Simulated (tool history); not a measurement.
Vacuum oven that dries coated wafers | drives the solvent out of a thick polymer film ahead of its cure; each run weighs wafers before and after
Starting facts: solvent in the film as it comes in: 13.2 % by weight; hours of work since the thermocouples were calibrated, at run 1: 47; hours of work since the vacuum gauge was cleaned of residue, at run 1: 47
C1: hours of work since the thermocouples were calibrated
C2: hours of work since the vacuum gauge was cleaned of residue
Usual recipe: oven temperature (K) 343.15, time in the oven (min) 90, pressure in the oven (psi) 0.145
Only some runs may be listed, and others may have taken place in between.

{"run": 1, "hour": 0.0, "oven temperature (K)": 343.15, "time in the oven (min)": 90, "pressure in the oven (psi)": 0.145, "C1": 47, "C2": 47, "solvent left in the film (%)": 1.0}
{"run": 2, "hour": 35.9, "oven temperature (K)": 343.15, "time in the oven (min)": 90, "pressure in the oven (psi)": 0.145, "C1": 71, "C2": 71, "solvent left in the film (%)": 0.99}
{"run": 3, "hour": 80.8, "oven temperature (K)": 343.15, "time in the oven (min)": 90, "pressure in the oven (psi)": 0.145, "C1": 101, "C2": 101, "solvent left in the film (%)": 1.13}
{"run": 4, "hour": 116.9, "oven temperature (K)": 343.15, "time in the oven (min)": 90, "pressure in the oven (psi)": 0.145, "C1": 125, "C2": 125, "solvent left in the film (%)": 1.07}
{"run": 5, "hour": 146.7, "oven temperature (K)": 343.15, "time in the oven (min)": 87, "pressure in the oven (psi)": 0.145, "C1": 145, "C2": 145, "solvent left in the film (%)": 1.13}
{"run": 6, "hour": 180.5, "oven temperature (K)": 343.15, "time in the oven (min)": 87, "pressure in the oven (psi)": 0.186, "C1": 168, "C2": 168, "solvent left in the film (%)": 1.29}
{"run": 7, "hour": 210.3, "oven temperature (K)": 343.15, "time in the oven (min)": 87, "pressure in the oven (psi)": 0.186, "C1": 188, "C2": 188, "solvent left in the film (%)": 1.26}
{"run": 8, "hour": 242.9, "oven temperature (K)": 343.15, "time in the oven (min)": 63, "pressure in the oven (psi)": 0.145, "C1": 210, "C2": 210, "solvent left in the film (%)": 1.87}
{"run": 9, "hour": 272.1, "oven temperature (K)": 343.15, "time in the oven (min)": 63, "pressure in the oven (psi)": 0.145, "C1": 230, "C2": 230, "solvent left in the film (%)": 1.87}
{"run": 10, "hour": 316.2, "oven temperature (K)": 343.15, "time in the oven (min)": 63, "pressure in the oven (psi)": 0.145, "C1": 259, "C2": 259, "solvent left in the film (%)": 1.76}
{"run": 11, "hour": 365.0, "oven temperature (K)": 343.15, "time in the oven (min)": 63, "pressure in the oven (psi)": 0.145, "C1": 292, "C2": 292, "solvent left in the film (%)": 1.81}
{"run": 12, "hour": 407.9, "oven temperature (K)": 343.15, "time in the oven (min)": 141, "pressure in the oven (psi)": 0.145, "C1": 321, "C2": 321, "solvent left in the film (%)": 0.72}
{"run": 13, "hour": 449.5, "oven temperature (K)": 343.15, "time in the oven (min)": 90, "pressure in the oven (psi)": 0.145, "C1": 349, "C2": 349, "solvent left in the film (%)": 0.97}
{"run": 14, "hour": 477.9, "oven temperature (K)": 343.15, "time in the oven (min)": 90, "pressure in the oven (psi)": 0.145, "C1": 368, "C2": 368, "solvent left in the film (%)": 1.03}
{"run": 15, "hour": 508.6, "oven temperature (K)": 343.15, "time in the oven (min)": 111, "pressure in the oven (psi)": 0.145, "C1": 389, "C2": 389, "solvent left in the film (%)": 0.81}
{"run": 16, "hour": 543.3, "oven temperature (K)": 343.15, "time in the oven (min)": 111, "pressure in the oven (psi)": 0.145, "C1": 412, "C2": 412, "solvent left in the film (%)": 0.82}
{"hour": 548.3, "done": "oven's thermocouples calibrated"}
{"run": 17, "hour": 567.3, "oven temperature (K)": 343.15, "time in the oven (min)": 111, "pressure in the oven (psi)": 0.145, "C1": 13, "C2": 427, "solvent left in the film (%)": 0.79}
{"run": 18, "hour": 610.9, "oven temperature (K)": 343.15, "time in the oven (min)": 158, "pressure in the oven (psi)": 0.145, "C1": 42, "C2": 456, "solvent left in the film (%)": 0.61}
{"run": 19, "hour": 639.2, "oven temperature (K)": 343.15, "time in the oven (min)": 52, "pressure in the oven (psi)": 0.145, "C1": 61, "C2": 475, "solvent left in the film (%)": 2.32}
{"run": 20, "hour": 666.4, "oven temperature (K)": 343.15, "time in the oven (min)": 52, "pressure in the oven (psi)": 0.145, "C1": 79, "C2": 494, "solvent left in the film (%)": 2.22}
{"run": 21, "hour": 698.8, "oven temperature (K)": 343.15, "time in the oven (min)": 52, "pressure in the oven (psi)": 0.145, "C1": 101, "C2": 515, "solvent left in the film (%)": 2.31}
{"run": 22, "hour": 719.4, "oven temperature (K)": 343.15, "time in the oven (min)": 52, "pressure in the oven (psi)": 0.145, "C1": 115, "C2": 529, "solvent left in the film (%)": 2.32}
{"run": 23, "hour": 744.7, "oven temperature (K)": 343.15, "time in the oven (min)": 160, "pressure in the oven (psi)": 0.145, "C1": 132, "C2": 546, "solvent left in the film (%)": 0.68}

The next listed run, before its measurement:
{"hour": 779.1, "done": "oven's thermocouples calibrated, once more"}
{"run": 24, "hour": 788.5, "oven temperature (K)": 336.15, "time in the oven (min)": 81, "pressure in the oven (psi)": 0.213, "C1": 6, "C2": 574, "solvent left in the film (%)": "?"}

solvent left in the film (%): 3.20
The same run, on a tool lacking any hidden state, would have yielded solvent left in the film (%) 3.06.
